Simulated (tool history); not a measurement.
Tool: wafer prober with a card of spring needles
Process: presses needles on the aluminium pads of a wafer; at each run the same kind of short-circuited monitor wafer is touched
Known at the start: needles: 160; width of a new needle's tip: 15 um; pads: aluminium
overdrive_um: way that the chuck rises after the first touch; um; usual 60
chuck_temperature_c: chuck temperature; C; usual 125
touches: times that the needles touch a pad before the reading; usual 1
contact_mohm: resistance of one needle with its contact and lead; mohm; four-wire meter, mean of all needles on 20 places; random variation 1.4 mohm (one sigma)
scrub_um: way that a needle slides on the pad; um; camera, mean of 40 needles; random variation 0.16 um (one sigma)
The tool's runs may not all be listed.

Run 1, hour 0: usual settings. Result: contact_mohm 128 mohm, scrub_um 14.99 um.
At hour 3.4: tips cleaned on abrasive film.
At hour 7.6: tips cleaned on abrasive film.
At hour 11.8: tips cleaned on abrasive film.
At hour 15.2: tips cleaned on abrasive film.
At hour 18.6: tips cleaned on abrasive film.
Run 2, hour 18.9: usual settings. Result: contact_mohm 129 mohm, scrub_um 14.81 um.
At hour 22.3: tips cleaned on abrasive film.
At hour 25.7: tips cleaned on abrasive film.
At hour 29: tips cleaned on abrasive film.
At hour 33.3: tips cleaned on abrasive film.
At hour 36.6: tips cleaned on abrasive film.
Run 3, hour 37.1: usual settings. Result: contact_mohm 129 mohm, scrub_um 15 um.
At hour 40.4: tips cleaned on abrasive film.
At hour 43.8: tips cleaned on abrasive film.
At hour 47.2: tips cleaned on abrasive film.
At hour 51.4: tips cleaned on abrasive film.
At hour 54.8: tips cleaned on abrasive film.
Run 4, hour 57.1: usual settings but touches 3. Result: contact_mohm 129 mohm, scrub_um 15.12 um.
At hour 58.8: tips cleaned on abrasive film.
At hour 62.2: tips cleaned on abrasive film.
At hour 66.4: tips cleaned on abrasive film.
At hour 69.8: tips cleaned on abrasive film.
At hour 74: tips cleaned on abrasive film.
At hour 77.6: tips cleaned on abrasive film.
Run 5, hour 77.6: usual settings but chuck_temperature_c 114 C. Result: contact_mohm 126 mohm, scrub_um 15.18 um.
At hour 81.8: tips cleaned on abrasive film.
At hour 85.2: tips cleaned on abrasive film.
At hour 89.4: tips cleaned on abrasive film.
At hour 92.8: tips cleaned on abrasive film.
At hour 97: tips cleaned on abrasive film.
At hour 101.2: tips cleaned on abrasive film.
Run 6, hour 101.8: usual settings but chuck_temperature_c 114 C. Result: contact_mohm 127 mohm, scrub_um 15.29 um.
At hour 105.2: tips cleaned on abrasive film.
At hour 108.6: tips cleaned on abrasive film.
At hour 112: tips cleaned on abrasive film.
At hour 116.2: tips cleaned on abrasive film.
At hour 119.6: tips cleaned on abrasive film.
At hour 123.8: tips cleaned on abrasive film.
Run 7, hour 124.7: usual settings. Result: contact_mohm 130 mohm, scrub_um 15.18 um.
At hour 127.2: tips cleaned on abrasive film.
At hour 130.6: tips cleaned on abrasive film.
At hour 134.8: tips cleaned on abrasive film.
At hour 138.2: tips cleaned on abrasive film.
At hour 142.4: tips cleaned on abrasive film.
At hour 145.8: tips cleaned on abrasive film.
Run 8, hour 146.9: usual settings. Result: contact_mohm 125 mohm, scrub_um 14.78 um.
At hour 149.5: tips cleaned on abrasive film.
At hour 153.7: tips cleaned on abrasive film.
At hour 157.1: tips cleaned on abrasive film.
At hour 161.3: tips cleaned on abrasive film.
Run 9, hour 164.6: usual settings. Result: contact_mohm 128 mohm, scrub_um 15.12 um.
At hour 165.5: tips cleaned on abrasive film.
At hour 169.7: tips cleaned on abrasive film.
At hour 173.1: tips cleaned on abrasive film.
At hour 177.3: tips cleaned on abrasive film.
At hour 180.7: tips cleaned on abrasive film.
At hour 184.9: tips cleaned on abrasive film.
Run 10, hour 185.3: usual settings. Result: contact_mohm 129 mohm, scrub_um 15.17 um.
At hour 188.7: tips cleaned on abrasive film.
At hour 192.1: tips cleaned on abrasive film.
At hour 196.3: tips cleaned on abrasive film.
At hour 200.5: tips cleaned on abrasive film.
At hour 204.7: tips cleaned on abrasive film.
At hour 208.1: tips cleaned on abrasive film.
Run 11, hour 210.7: usual settings. Result: contact_mohm 127 mohm, scrub_um 15.1 um.
At hour 211.7: tips cleaned on abrasive film.
At hour 215.9: tips cleaned on abrasive film.
At hour 220.1: tips cleaned on abrasive film.
At hour 224.3: tips cleaned on abrasive film.
At hour 236.3: card fitted with new needles.
At hour 239.7: tips cleaned on abrasive film.
Run 12, hour 242.5: usual settings but overdrive_um 46 um. Result: contact_mohm 137 mohm, scrub_um 11.79 um.
At hour 243.4: tips cleaned on abrasive film.
At hour 246.8: tips cleaned on abrasive film.
At hour 250.2: tips cleaned on abrasive film.
At hour 254.4: tips cleaned on abrasive film.
At hour 258.6: tips cleaned on abrasive film.
At hour 262.8: tips cleaned on abrasive film.
Run 13, hour 265.2: usual settings but overdrive_um 63 um, chuck_temperature_c 36 C. Result: contact_mohm 113 mohm, scrub_um 16.03 um.
At hour 266.9: tips cleaned on abrasive film.
At hour 270.3: tips cleaned on abrasive film.
At hour 273.7: tips cleaned on abrasive film.
At hour 277.9: tips cleaned on abrasive film.
At hour 281.3: tips cleaned on abrasive film.
Run 14, hour 281.9: usual settings but overdrive_um 63 um, chuck_temperature_c 36 C. Result: contact_mohm 114 mohm, scrub_um 15.99 um.
At hour 285.3: tips cleaned on abrasive film.
At hour 288.7: tips cleaned on abrasive film.
At hour 292: tips cleaned on abrasive film.
At hour 296.3: tips cleaned on abrasive film.
At hour 300.5: tips cleaned on abrasive film.
At hour 303.9: tips cleaned on abrasive film.
Run 15, hour 304.4: usual settings but overdrive_um 63 um, chuck_temperature_c 36 C. Result: contact_mohm 115 mohm, scrub_um 15.66 um.
At hour 307.8: tips cleaned on abrasive film.
At hour 312: tips cleaned on abrasive film.
At hour 316.2: tips cleaned on abrasive film.
At hour 320.4: tips cleaned on abrasive film.
At hour 324.6: tips cleaned on abrasive film.
At hour 328.8: tips cleaned on abrasive film.
Run 16, hour 328.9: usual settings but overdrive_um 52 um, chuck_temperature_c 48 C, touches 2. Result: contact_mohm 119 mohm, scrub_um 13.07 um.
At hour 332.3: tips cleaned on abrasive film.
At hour 336.5: tips cleaned on abrasive film.
At hour 340.7: tips cleaned on abrasive film.
At hour 344.4: tips cleaned on abrasive film.
Run 17, hour 344.4: usual settings but overdrive_um 50 um, chuck_temperature_c 35 C. Result: contact_mohm 117 mohm, scrub_um 12.9 um.
At hour 348.6: tips cleaned on abrasive film.
At hour 352: tips cleaned on abrasive film.
At hour 355.4: tips cleaned on abrasive film.
At hour 359.6: tips cleaned on abrasive film.
At hour 363: tips cleaned on abrasive film.
Run 18, hour 365.8: usual settings but overdrive_um 46 um, chuck_temperature_c 122 C. Result: contact_mohm 133 mohm, scrub_um 11.43 um.
At hour 366.7: tips cleaned on abrasive film.
At hour 370.1: tips cleaned on abrasive film.
At hour 374.3: tips cleaned on abrasive film.
At hour 378.6: tips cleaned on abrasive film.
Run 19, hour 379.4: usual settings but overdrive_um 46 um, chuck_temperature_c 122 C. Result: contact_mohm 133 mohm, scrub_um 11.57 um.

Run 20 comes next. What will it give?
At hour 382.1: tips cleaned on abrasive film.
At hour 385.5: tips cleaned on abrasive film.
At hour 389.7: tips cleaned on abrasive film.
At hour 393.9: tips cleaned on abrasive film.
At hour 398.1: tips cleaned on abrasive film.
Run 20, hour 399.9: usual settings but overdrive_um 50 um, chuck_temperature_c 25 C. Result: contact_mohm ?, scrub_um ?.

{"run 20": {"contact_mohm": 116, "scrub_um": 12.7}}
Without the tool's hidden state the same run would have given contact_mohm 115 mohm, scrub_um 12.71 um.

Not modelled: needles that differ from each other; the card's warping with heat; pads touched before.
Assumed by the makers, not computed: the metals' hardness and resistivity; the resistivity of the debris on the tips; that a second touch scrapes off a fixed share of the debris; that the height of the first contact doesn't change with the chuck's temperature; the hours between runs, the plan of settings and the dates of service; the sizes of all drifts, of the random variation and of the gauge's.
